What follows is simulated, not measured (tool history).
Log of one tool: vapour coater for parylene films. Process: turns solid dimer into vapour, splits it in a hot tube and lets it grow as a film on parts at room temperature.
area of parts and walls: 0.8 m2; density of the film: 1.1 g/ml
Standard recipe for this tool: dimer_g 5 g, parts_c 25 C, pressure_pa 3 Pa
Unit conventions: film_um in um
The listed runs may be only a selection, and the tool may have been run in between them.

{"run": 1, "hour": 0.0, "dimer_g": 5, "parts_c": 25, "pressure_pa": 3, "film_um": 2.74}
{"run": 2, "hour": 11.6, "dimer_g": 5, "parts_c": 25, "pressure_pa": 3, "film_um": 2.75}
{"run": 3, "hour": 21.6, "dimer_g": 5, "parts_c": 25, "pressure_pa": 3, "film_um": 2.71}
{"run": 4, "hour": 28.9, "dimer_g": 5, "parts_c": 25, "pressure_pa": 3, "film_um": 2.72}
{"run": 5, "hour": 36.6, "dimer_g": 5, "parts_c": 25, "pressure_pa": 3, "film_um": 2.72}
{"run": 6, "hour": 51.2, "dimer_g": 5, "parts_c": 25, "pressure_pa": 3, "film_um": 2.71}
{"run": 7, "hour": 64.4, "dimer_g": 2, "parts_c": 25, "pressure_pa": 3, "film_um": 1.08}
{"run": 8, "hour": 79.4, "dimer_g": 2, "parts_c": 25, "pressure_pa": 3, "film_um": 1.07}
{"run": 9, "hour": 91.3, "dimer_g": 2, "parts_c": 25, "pressure_pa": 3, "film_um": 1.09}
{"run": 10, "hour": 105.8, "dimer_g": 2, "parts_c": 25, "pressure_pa": 3, "film_um": 1.07}
{"run": 11, "hour": 119.4, "dimer_g": 5, "parts_c": 25, "pressure_pa": 3, "film_um": 2.67}
{"run": 12, "hour": 136.1, "dimer_g": 5, "parts_c": 25, "pressure_pa": 11.77, "film_um": 2.3}
{"run": 13, "hour": 143.2, "dimer_g": 5, "parts_c": 20, "pressure_pa": 11.62, "film_um": 2.9}
{"run": 14, "hour": 151.5, "dimer_g": 5, "parts_c": 20, "pressure_pa": 11.62, "film_um": 2.88}
{"run": 15, "hour": 160.1, "dimer_g": 3, "parts_c": 22, "pressure_pa": 8.29, "film_um": 1.66}
{"run": 16, "hour": 176.2, "dimer_g": 3, "parts_c": 22, "pressure_pa": 8.29, "film_um": 1.65}
{"run": 17, "hour": 185.3, "dimer_g": 3, "parts_c": 21, "pressure_pa": 8.29, "film_um": 1.72}
{"run": 18, "hour": 200.7, "dimer_g": 3, "parts_c": 21, "pressure_pa": 8.29, "film_um": 1.71}
{"run": 19, "hour": 213.8, "dimer_g": 3, "parts_c": 21, "pressure_pa": 8.29, "film_um": 1.71}
{"run": 20, "hour": 228.4, "dimer_g": 5, "parts_c": 34, "pressure_pa": 8.29, "film_um": 1.61}
{"run": 21, "hour": 243.1, "dimer_g": 3, "parts_c": 27, "pressure_pa": 8.62, "film_um": 1.29}
{"run": 22, "hour": 259.8, "dimer_g": 3, "parts_c": 27, "pressure_pa": 8.62, "film_um": 1.28}
{"run": 23, "hour": 268.7, "dimer_g": 6, "parts_c": 25, "pressure_pa": 6.27, "film_um": 2.94}
{"run": 24, "hour": 276.2, "dimer_g": 2, "parts_c": 25, "pressure_pa": 7.64, "film_um": 0.94}

4 ways to go on from here, each from the tool as it stands after run 24. What would each give?
{"run": "A", "hour": 289.3, "dimer_g": 5, "parts_c": 29, "pressure_pa": 3, "film_um": "?"}
{"run": "B", "hour": 289.3, "dimer_g": 8, "parts_c": 31, "pressure_pa": 3.4, "film_um": "?"}
{"run": "C", "hour": 289.3, "dimer_g": 2, "parts_c": 28, "pressure_pa": 7.64, "film_um": "?"}
{"run": "D", "hour": 289.3, "dimer_g": 3, "parts_c": 32, "pressure_pa": 5.86, "film_um": "?"}

run=A film_um=2.17
run=B film_um=3.15
run=C film_um=0.81
run=D film_um=1.06
With the hidden condition removed and each run's random variation left untouched, the same runs would have given:
run=A film_um=2.36
run=B film_um=3.43
run=C film_um=0.89
run=D film_um=1.15

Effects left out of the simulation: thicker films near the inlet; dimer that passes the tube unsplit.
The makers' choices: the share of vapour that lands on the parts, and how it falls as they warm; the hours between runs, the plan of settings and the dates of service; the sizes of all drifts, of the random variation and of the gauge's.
